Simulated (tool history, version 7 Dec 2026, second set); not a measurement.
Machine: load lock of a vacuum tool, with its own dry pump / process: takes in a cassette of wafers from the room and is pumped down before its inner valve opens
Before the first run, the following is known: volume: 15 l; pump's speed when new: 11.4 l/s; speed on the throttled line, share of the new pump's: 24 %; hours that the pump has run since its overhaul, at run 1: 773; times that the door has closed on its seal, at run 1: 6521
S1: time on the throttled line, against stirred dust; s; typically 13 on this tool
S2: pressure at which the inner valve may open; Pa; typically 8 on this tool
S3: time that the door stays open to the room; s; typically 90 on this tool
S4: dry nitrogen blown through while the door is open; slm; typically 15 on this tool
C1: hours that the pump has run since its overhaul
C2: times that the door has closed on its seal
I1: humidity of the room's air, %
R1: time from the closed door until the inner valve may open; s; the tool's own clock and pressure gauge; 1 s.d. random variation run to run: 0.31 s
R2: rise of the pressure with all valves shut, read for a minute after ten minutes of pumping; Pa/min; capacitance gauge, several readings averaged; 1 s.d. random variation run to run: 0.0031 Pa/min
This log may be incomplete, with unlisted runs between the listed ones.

Run 1, hour 0: usual settings; C1 773; C2 6521; I1 43.8. Result: R1 22.5 s, R2 0.122 Pa/min.
Run 2, hour 275: usual settings but S1 17 s; C1 1048; C2 7177; I1 43.9. Result: R1 25.7 s, R2 0.13 Pa/min.
Run 3, hour 574.9: usual settings but S1 17 s; C1 1348; C2 7893; I1 40.3. Result: R1 25.6 s, R2 0.134 Pa/min.
Run 4, hour 806: usual settings but S1 17 s; C1 1579; C2 8444; I1 44.8. Result: R1 26.2 s, R2 0.149 Pa/min.
Run 5, hour 984.8: usual settings; C1 1758; C2 8871; I1 47.9. Result: R1 23.4 s, R2 0.148 Pa/min.
Run 6, hour 1191.7: usual settings; C1 1965; C2 9365; I1 45.6. Result: R1 22.5 s, R2 0.165 Pa/min.
Run 7, hour 1516.3: usual settings; C1 2290; C2 10139; I1 46. Result: R1 22.9 s, R2 0.176 Pa/min.
Run 8, hour 1867.9: usual settings but S3 200 s; C1 2641; C2 10978; I1 40.4. Result: R1 22.3 s, R2 0.196 Pa/min.
Run 9, hour 2172.1: usual settings but S2 16 Pa; C1 2945; C2 11704; I1 45.6. Result: R1 22.1 s, R2 0.204 Pa/min.
Run 10, hour 2383.3: usual settings but S2 16 Pa; C1 3157; C2 12208; I1 47.5. Result: R1 22.2 s, R2 0.212 Pa/min.
Run 11, hour 2740.7: usual settings but S2 16 Pa; C1 3514; C2 13061; I1 43.7. Result: R1 21.9 s, R2 0.229 Pa/min.
Run 12, hour 3040.3: usual settings but S2 16 Pa; C1 3814; C2 13775; I1 44.9. Result: R1 21.9 s, R2 0.243 Pa/min.
Run 13, hour 3338: usual settings but S1 12 s, S2 16 Pa; C1 4111; C2 14486; I1 42.1. Result: R1 21.3 s, R2 0.258 Pa/min.
Run 14, hour 3724.4: usual settings but S1 12 s, S2 16 Pa; C1 4498; C2 15408; I1 43.1. Result: R1 20.9 s, R2 0.266 Pa/min.
Run 15, hour 3887.1: usual settings but S1 12 s, S2 16 Pa; C1 4660; C2 15796; I1 46.3. Result: R1 21.5 s, R2 0.285 Pa/min.
Run 16, hour 4167.1: usual settings but S1 12 s, S2 16 Pa; C1 4940; C2 16464; I1 43.7. Result: R1 21.5 s, R2 0.291 Pa/min.
Run 17, hour 4534.7: usual settings but S1 12 s, S2 16 Pa; C1 5308; C2 17341; I1 44.8. Result: R1 21.7 s, R2 0.312 Pa/min.
Run 18, hour 4861.9: usual settings; C1 5635; C2 18122; I1 43. Result: R1 22.7 s, R2 0.337 Pa/min.
Run 19, hour 5116.4: usual settings; C1 5890; C2 18729; I1 43.2. Result: R1 23.5 s, R2 0.351 Pa/min.
Run 20, hour 5369.3: usual settings but S1 14 s, S2 16 Pa, S3 119 s, S4 8 slm; C1 6143; C2 19333; I1 45.5. Result: R1 23.1 s, R2 0.377 Pa/min.
Run 21, hour 5679.1: usual settings but S1 14 s, S2 16 Pa, S3 119 s, S4 8 slm; C1 6452; C2 20072; I1 45.2. Result: R1 22.9 s, R2 0.401 Pa/min.
Run 22, hour 6030.2: usual settings but S1 14 s, S2 16 Pa, S3 119 s, S4 8 slm; C1 6803; C2 20909; I1 44.9. Result: R1 23 s, R2 0.425 Pa/min.
Run 23, hour 6369.3: usual settings but S1 11 s, S3 183 s; C1 7143; C2 21718; I1 47.6. Result: R1 21.8 s, R2 0.449 Pa/min.
Run 24, hour 6584.2: usual settings but S1 11 s, S2 14 Pa, S3 183 s; C1 7357; C2 22231; I1 47.6. Result: R1 20.5 s, R2 0.472 Pa/min.
Run 25, hour 6840.4: usual settings but S1 18 s, S2 11 Pa, S3 183 s; C1 7614; C2 22842; I1 45.4. Result: R1 26.1 s, R2 0.48 Pa/min.
Run 26, hour 7082.1: usual settings; C1 7855; C2 23419; I1 47.2. Result: R1 22.7 s, R2 0.481 Pa/min.
Run 27, hour 7386.4: usual settings; C1 8160; C2 24145; I1 39.9. Result: R1 23 s, R2 0.494 Pa/min.
Run 28, hour 7719: usual settings but S3 107 s, S4 8 slm; C1 8492; C2 24939; I1 44.5. Result: R1 22.4 s, R2 0.541 Pa/min.
Run 29, hour 7897: usual settings but S1 7 s, S2 9 Pa, S3 32 s, S4 10 slm; C1 8670; C2 25364; I1 44.5. Result: R1 18.6 s, R2 0.526 Pa/min.
Run 30, hour 8277.6: usual settings but S1 16 s, S4 38 slm; C1 9051; C2 26272; I1 44.6. Result: R1 25.1 s, R2 0.556 Pa/min.
Run 31, hour 8561.1: usual settings but S2 15 Pa; C1 9334; C2 26948; I1 46.7. Result: R1 22.6 s, R2 0.59 Pa/min.
Run 32, hour 8890.7: usual settings but S2 13 Pa, S4 22 slm; C1 9664; C2 27734; I1 43.4. Result: R1 22.2 s, R2 0.602 Pa/min.
Run 33, hour 9226.8: usual settings but S3 206 s; C1 10000; C2 28536; I1 45.3. Result: R1 23.7 s, R2 0.661 Pa/min.
At hour 9482.8: door's seal changed, seat wiped.
Run 34, hour 9620.7: usual settings but S2 13 Pa, S3 145 s; C1 10392; C2 329; I1 42.8. Result: R1 22.2 s, R2 0.059 Pa/min.
Run 35, hour 9791.5: usual settings but S1 25 s; C1 10563; C2 736; I1 44.7. Result: R1 31.7 s, R2 0.053 Pa/min.
Run 36, hour 10076.6: usual settings but S1 25 s; C1 10848; C2 1417; I1 44.4. Result: R1 31.7 s, R2 0.065 Pa/min.
Run 37, hour 10288.1: usual settings but S1 20 s, S3 85 s, S4 17 slm; C1 11060; C2 1921; I1 42.7. Result: R1 28.5 s, R2 0.06 Pa/min.
Run 38, hour 10571.1: usual settings but S2 10 Pa; C1 11343; C2 2596; I1 46.6. Result: R1 23 s, R2 0.077 Pa/min.

Consider 3 possible next runs. They are alternatives, not a sequence: every one starts from the tool as it was left by run 38. What does each give?
Run A, hour 10932.4: usual settings but S1 14 s, S3 107 s, S4 41 slm; C1 11704; C2 3458; I1 48.8. Result: R1 ?, R2 ?.
Run B, hour 10932.4: usual settings but S1 10 s, S2 12 Pa, S4 11 slm; C1 11704; C2 3458; I1 44.4. Result: R1 ?, R2 ?.
Run C, hour 10932.4: usual settings but S1 9 s, S2 7 Pa; C1 11704; C2 3458; I1 42.7. Result: R1 ?, R2 ?.

run    R1     R2
  A  24.8  0.062
  B  20.9  0.086
  C  20.5  0.079
Had the tool no hidden state, the same runs would have come out as:
run    R1     R2
  A  23.7  0.037
  B  19.7  0.061
  C  19.2  0.055
